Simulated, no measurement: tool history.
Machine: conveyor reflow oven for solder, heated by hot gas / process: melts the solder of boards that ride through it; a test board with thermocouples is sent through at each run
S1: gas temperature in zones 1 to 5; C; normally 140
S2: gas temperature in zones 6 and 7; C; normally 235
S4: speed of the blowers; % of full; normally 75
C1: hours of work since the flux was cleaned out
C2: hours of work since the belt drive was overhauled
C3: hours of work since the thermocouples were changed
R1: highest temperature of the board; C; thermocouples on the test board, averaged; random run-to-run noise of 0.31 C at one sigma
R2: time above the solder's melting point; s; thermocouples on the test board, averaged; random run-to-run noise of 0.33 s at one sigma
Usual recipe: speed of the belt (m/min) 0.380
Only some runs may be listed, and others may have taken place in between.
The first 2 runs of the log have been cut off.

run 3 hour=20.1 | S1=140 S2=235 speed_of_the_belt_(m/min)=0.380 S4=75 | C1=26 C2=377 C3=591 | R1=215.2 R2=68.8
run 4 hour=29.5 | S1=140 S2=235 speed_of_the_belt_(m/min)=0.380 S4=75 | C1=32 C2=383 C3=597 | R1=215.3 R2=68.6
run 5 hour=42.0 | S1=140 S2=235 speed_of_the_belt_(m/min)=0.380 S4=75 | C1=40 C2=391 C3=605 | R1=214.7 R2=69.1
run 6 hour=53.8 | S1=140 S2=235 speed_of_the_belt_(m/min)=0.392 S4=75 | C1=48 C2=399 C3=613 | R1=213.5 R2=64.9
run 7 hour=61.2 | S1=131 S2=235 speed_of_the_belt_(m/min)=0.392 S4=75 | C1=53 C2=404 C3=618 | R1=211.2 R2=59.7
run 8 hour=77.0 | S1=131 S2=235 speed_of_the_belt_(m/min)=0.392 S4=75 | C1=63 C2=414 C3=628 | R1=211.1 R2=58.5
run 9 hour=86.4 | S1=131 S2=235 speed_of_the_belt_(m/min)=0.392 S4=75 | C1=69 C2=420 C3=634 | R1=211.0 R2=58.4
run 10 hour=94.3 | S1=131 S2=235 speed_of_the_belt_(m/min)=0.392 S4=75 | C1=75 C2=425 C3=639 | R1=210.7 R2=58.4
run 11 hour=107.3 | S1=131 S2=235 speed_of_the_belt_(m/min)=0.392 S4=75 | C1=83 C2=434 C3=648 | R1=210.9 R2=58.3
run 12 hour=117.8 | S1=140 S2=235 speed_of_the_belt_(m/min)=0.436 S4=75 | C1=90 C2=441 C3=655 | R1=208.6 R2=53.2
run 13 hour=130.1 | S1=140 S2=235 speed_of_the_belt_(m/min)=0.436 S4=75 | C1=98 C2=449 C3=663 | R1=208.2 R2=52.5
run 14 hour=138.9 | S1=140 S2=235 speed_of_the_belt_(m/min)=0.436 S4=75 | C1=104 C2=455 C3=669 | R1=209.1 R2=52.8
run 15 hour=146.0 | S1=140 S2=235 speed_of_the_belt_(m/min)=0.378 S4=75 | C1=108 C2=459 C3=673 | R1=213.6 R2=68.4
run 16 hour=159.9 | S1=140 S2=238 speed_of_the_belt_(m/min)=0.380 S4=75 | C1=118 C2=468 C3=682 | R1=215.7 R2=69.8
run 17 hour=173.5 | S1=152 S2=228 speed_of_the_belt_(m/min)=0.324 S4=75 | C1=127 C2=477 C3=691 | R1=214.2 R2=89.5

Run 18 comes next. What will it give?
run 18 hour=186.2 | S1=152 S2=246 speed_of_the_belt_(m/min)=0.324 S4=75 | C1=135 C2=486 C3=700 | R1=? R2=?

Run 18 gave R1 229.2 C, R2 102.8 s.
With no hidden state in the tool, this same run would have given R1 232.5 C, R2 104.6 s.
